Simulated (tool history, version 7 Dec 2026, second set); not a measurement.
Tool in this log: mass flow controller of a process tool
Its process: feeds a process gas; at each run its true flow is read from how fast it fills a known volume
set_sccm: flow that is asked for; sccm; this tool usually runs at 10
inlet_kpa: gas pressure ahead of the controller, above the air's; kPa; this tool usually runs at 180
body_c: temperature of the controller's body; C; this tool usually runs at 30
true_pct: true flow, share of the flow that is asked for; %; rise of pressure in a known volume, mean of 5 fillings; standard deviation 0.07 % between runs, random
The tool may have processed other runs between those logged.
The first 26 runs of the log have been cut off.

| run | hour | set_sccm | inlet_kpa | body_c | true_pct |
|---|---|---|---|---|---|
| 27 | 11095.5 | 10 | 180 | 27 | 100.26 |
| 28 | 11407.0 | 5 | 170 | 27 | 99.46 |
|  | 11610.4 | controller exchanged for a calibrated one |
| 29 | 11822.6 | 10 | 194 | 33 | 100.19 |
| 30 | 12047.2 | 10 | 194 | 33 | 100.35 |
| 31 | 12331.1 | 3 | 194 | 34 | 98.85 |
| 32 | 12663.5 | 10 | 233 | 30 | 101.16 |
| 33 | 13031.6 | 10 | 233 | 30 | 101.25 |
| 34 | 13453.5 | 10 | 233 | 30 | 101.32 |
| 35 | 13709.2 | 10 | 233 | 30 | 101.53 |
| 36 | 14209.7 | 3 | 142 | 21 | 100.78 |
| 37 | 14650.5 | 19 | 142 | 21 | 104.08 |
| 38 | 14908.7 | 10 | 180 | 22 | 102.46 |
| 39 | 15275.1 | 10 | 189 | 33 | 101.81 |
| 40 | 15791.2 | 20 | 261 | 22 | 105.18 |
|  | 16032.7 | gauge calibrated |
| 41 | 16111.3 | 20 | 193 | 22 | 100.30 |
| 42 | 16379.7 | 7 | 194 | 30 | 97.53 |

Branching from run 42: 4 alternative next runs. What would each branch give?
|  | 16703.2 | controller's zero set anew |
| A | 16774.9 | 2 | 173 | 24 | ? |
|  | 16703.2 | controller's zero set anew |
| B | 16774.9 | 14 | 280 | 30 | ? |
|  | 16703.2 | controller's zero set anew |
| C | 16774.9 | 7 | 194 | 21 | ? |
|  | 16703.2 | controller's zero set anew |
| D | 16774.9 | 10 | 248 | 30 | ? |

| run | true_pct |
|---|---|
| A | 97.08 |
| B | 99.31 |
| C | 98.47 |
| D | 98.45 |
With no hidden state in the tool, these same runs would have given:
| run | true_pct |
|---|---|
| A | 96.74 |
| B | 98.96 |
| C | 98.12 |
| D | 98.10 |

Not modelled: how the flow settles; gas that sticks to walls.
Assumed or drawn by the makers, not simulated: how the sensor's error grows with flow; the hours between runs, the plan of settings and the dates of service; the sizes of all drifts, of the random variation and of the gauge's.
